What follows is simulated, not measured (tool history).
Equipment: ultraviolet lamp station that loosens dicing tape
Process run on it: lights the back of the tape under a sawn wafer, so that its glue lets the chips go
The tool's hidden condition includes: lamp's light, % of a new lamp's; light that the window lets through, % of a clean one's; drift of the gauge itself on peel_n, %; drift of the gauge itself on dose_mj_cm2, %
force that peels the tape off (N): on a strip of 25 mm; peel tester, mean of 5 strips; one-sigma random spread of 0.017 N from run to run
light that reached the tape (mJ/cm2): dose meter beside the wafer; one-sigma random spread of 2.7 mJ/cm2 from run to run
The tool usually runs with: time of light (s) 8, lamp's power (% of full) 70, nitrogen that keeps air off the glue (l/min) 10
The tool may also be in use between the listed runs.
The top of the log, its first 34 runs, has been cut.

| run | hour | time of light (s) | lamp's power (% of full) | nitrogen that keeps air off the glue (l/min) | hours of work of the lamp | hours of work since the window was cleaned | force that peels the tape off (N) | light that reached the tape (mJ/cm2) |
|---|---|---|---|---|---|---|---|---|
| 35 | 1654.1 | 13 | 99 | 9 | 1404 | 379 | 0.204 | 827 |
| 36 | 1719.5 | 13 | 99 | 9 | 1437 | 413 | 0.198 | 825 |
| 37 | 1770.9 | 9 | 91 | 5 | 1463 | 439 | 0.663 | 525 |
|  | 1809.6 | window cleaned of glue's vapour |
| 38 | 1818.0 | 9 | 69 | 12 | 1487 | 4 | 0.608 | 402 |
| 39 | 1877.8 | 9 | 69 | 12 | 1517 | 35 | 0.639 | 402 |
| 40 | 1914.8 | 5 | 69 | 3 | 1536 | 53 | 2.687 | 220 |
| 41 | 1979.7 | 5 | 69 | 3 | 1569 | 86 | 2.718 | 223 |
| 42 | 2037.1 | 5 | 69 | 3 | 1598 | 115 | 2.698 | 223 |

Alternative continuations, all from the tool just after run 42; predict every row:
| A | 2073.5 | 15 | 70 | 10 | 1616 | 134 | ? | ? |
| B | 2073.5 | 8 | 83 | 12 | 1616 | 134 | ? | ? |
| C | 2073.5 | 6 | 99 | 3 | 1616 | 134 | ? | ? |

| run | force that peels the tape off (N) | light that reached the tape (mJ/cm2) |
|---|---|---|
| A | 0.263 | 679 |
| B | 0.523 | 431 |
| C | 1.561 | 378 |
What these runs would have given with no unlogged condition in the tool:
| run | force that peels the tape off (N) | light that reached the tape (mJ/cm2) |
|---|---|---|
| A | 0.263 | 681 |
| B | 0.521 | 432 |
| C | 1.558 | 378 |
